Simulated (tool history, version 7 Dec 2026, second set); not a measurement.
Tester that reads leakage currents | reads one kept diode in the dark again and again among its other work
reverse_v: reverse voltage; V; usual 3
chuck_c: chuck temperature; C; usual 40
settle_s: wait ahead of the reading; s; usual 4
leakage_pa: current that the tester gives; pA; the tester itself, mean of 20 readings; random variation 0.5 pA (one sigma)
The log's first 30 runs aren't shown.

Run 31, hour 3635.8: usual settings but reverse_v 13.54 V, chuck_c 54 C, settle_s 0.57 s. Result: leakage_pa 855.89 pA.
Run 32, hour 3757: usual settings but reverse_v 10.03 V, chuck_c 47 C, settle_s 1.12 s. Result: leakage_pa 446.54 pA.
Run 33, hour 3880: usual settings but reverse_v 10.03 V, chuck_c 47 C, settle_s 1.12 s. Result: leakage_pa 437.83 pA.
Run 34, hour 4027.9: usual settings but reverse_v 3.12 V, chuck_c 30 C, settle_s 0.67 s. Result: leakage_pa 70.2 pA.
Run 35, hour 4169.4: usual settings but reverse_v 8.93 V, chuck_c 39 C, settle_s 0.67 s. Result: leakage_pa 216.61 pA.
Run 36, hour 4239: usual settings but reverse_v 8.93 V, chuck_c 39 C, settle_s 0.63 s. Result: leakage_pa 216.34 pA.
Run 37, hour 4337.9: usual settings but reverse_v 8.93 V, chuck_c 39 C, settle_s 0.63 s. Result: leakage_pa 211.13 pA.
Run 38, hour 4486.4: usual settings but reverse_v 1.33 V, settle_s 2.1 s. Result: leakage_pa 107.22 pA.
At hour 4580.6: chuck's temperature calibrated.
Run 39, hour 4635.5: usual settings but reverse_v 2.89 V. Result: leakage_pa 164.8 pA.

3 ways to go on from here, each from the tool as it stands after run 39. What would each give?
Run A, hour 4743.4: usual settings but reverse_v 1.17 V, chuck_c 26 C, settle_s 0.87 s. Result: leakage_pa ?.
Run B, hour 4743.4: usual settings but chuck_c 59 C, settle_s 3.18 s. Result: leakage_pa ?.
Run C, hour 4743.4: usual settings but reverse_v 11.71 V, chuck_c 26 C, settle_s 0.35 s. Result: leakage_pa ?.

run  leakage_pa
  A       36.26
  B       711.4
  C      105.69
Without the tool's hidden state the same runs would have given:
run  leakage_pa
  A       35.69
  B      734.16
  C       87.51

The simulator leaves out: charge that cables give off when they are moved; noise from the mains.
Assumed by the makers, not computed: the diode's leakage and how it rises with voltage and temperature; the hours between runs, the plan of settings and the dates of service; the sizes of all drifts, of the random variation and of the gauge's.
